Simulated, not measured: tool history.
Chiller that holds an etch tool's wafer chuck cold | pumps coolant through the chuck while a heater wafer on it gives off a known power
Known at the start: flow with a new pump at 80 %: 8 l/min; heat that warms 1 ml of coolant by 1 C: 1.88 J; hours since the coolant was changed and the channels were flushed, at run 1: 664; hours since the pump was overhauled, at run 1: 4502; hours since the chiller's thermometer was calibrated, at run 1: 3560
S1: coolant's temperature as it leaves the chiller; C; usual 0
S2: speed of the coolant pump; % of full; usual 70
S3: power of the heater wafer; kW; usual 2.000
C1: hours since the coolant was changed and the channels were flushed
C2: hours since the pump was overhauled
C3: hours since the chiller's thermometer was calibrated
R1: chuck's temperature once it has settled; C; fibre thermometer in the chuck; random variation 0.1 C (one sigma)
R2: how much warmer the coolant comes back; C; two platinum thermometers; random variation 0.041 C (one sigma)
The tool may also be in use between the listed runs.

{"run": 1, "hour": 0.0, "S1": 0, "S2": 70, "S3": 2.0, "C1": 664, "C2": 4502, "C3": 3560, "R1": 19.8, "R2": 9.26}
{"run": 2, "hour": 107.9, "S1": 0, "S2": 70, "S3": 2.0, "C1": 772, "C2": 4610, "C3": 3668, "R1": 19.8, "R2": 9.2}
{"hour": 193.0, "done": "chiller's thermometer calibrated"}
{"run": 3, "hour": 236.9, "S1": 0, "S2": 70, "S3": 2.0, "C1": 900, "C2": 4738, "C3": 44, "R1": 19.8, "R2": 9.33}
{"run": 4, "hour": 376.9, "S1": 0, "S2": 70, "S3": 2.0, "C1": 1040, "C2": 4878, "C3": 184, "R1": 19.8, "R2": 9.26}
{"run": 5, "hour": 459.3, "S1": 0, "S2": 62, "S3": 2.0, "C1": 1122, "C2": 4960, "C3": 266, "R1": 22.3, "R2": 10.68}
{"run": 6, "hour": 554.8, "S1": 0, "S2": 62, "S3": 2.0, "C1": 1218, "C2": 5056, "C3": 362, "R1": 22.2, "R2": 10.71}
{"run": 7, "hour": 702.6, "S1": 0, "S2": 62, "S3": 2.0, "C1": 1366, "C2": 5204, "C3": 510, "R1": 22.0, "R2": 10.62}
{"run": 8, "hour": 828.3, "S1": 0, "S2": 70, "S3": 2.0, "C1": 1491, "C2": 5329, "C3": 635, "R1": 19.7, "R2": 9.36}
{"run": 9, "hour": 978.5, "S1": 0, "S2": 93, "S3": 2.0, "C1": 1641, "C2": 5480, "C3": 786, "R1": 14.8, "R2": 6.79}
{"run": 10, "hour": 1084.9, "S1": 0, "S2": 93, "S3": 2.244, "C1": 1748, "C2": 5586, "C3": 892, "R1": 16.8, "R2": 7.64}
{"run": 11, "hour": 1195.8, "S1": 0, "S2": 70, "S3": 1.198, "C1": 1859, "C2": 5697, "C3": 1003, "R1": 11.8, "R2": 5.7}
{"run": 12, "hour": 1377.1, "S1": 0, "S2": 63, "S3": 1.198, "C1": 2040, "C2": 5878, "C3": 1184, "R1": 13.3, "R2": 6.39}
{"run": 13, "hour": 1531.2, "S1": 4, "S2": 63, "S3": 1.198, "C1": 2194, "C2": 6032, "C3": 1338, "R1": 17.1, "R2": 6.42}
{"run": 14, "hour": 1705.6, "S1": 7, "S2": 70, "S3": 2.0, "C1": 2369, "C2": 6207, "C3": 1513, "R1": 26.7, "R2": 9.35}
{"run": 15, "hour": 1893.1, "S1": 7, "S2": 70, "S3": 2.0, "C1": 2556, "C2": 6394, "C3": 1700, "R1": 26.8, "R2": 9.48}
{"run": 16, "hour": 1971.3, "S1": 7, "S2": 69, "S3": 1.752, "C1": 2634, "C2": 6472, "C3": 1778, "R1": 24.5, "R2": 8.36}
{"run": 17, "hour": 2131.3, "S1": 4, "S2": 86, "S3": 2.753, "C1": 2794, "C2": 6632, "C3": 1938, "R1": 26.0, "R2": 10.22}
{"run": 18, "hour": 2295.8, "S1": 3, "S2": 60, "S3": 2.264, "C1": 2959, "C2": 6797, "C3": 2103, "R1": 29.1, "R2": 12.75}

The next listed run, before its measurement:
{"run": 19, "hour": 2391.2, "S1": 3, "S2": 60, "S3": 2.264, "C1": 3054, "C2": 6892, "C3": 2198, "R1": "?", "R2": "?"}

R1: 29.1 C
R2: 12.77 C
Without the tool's hidden state the same run would have given R1 29.0 C, R2 12.52 C.
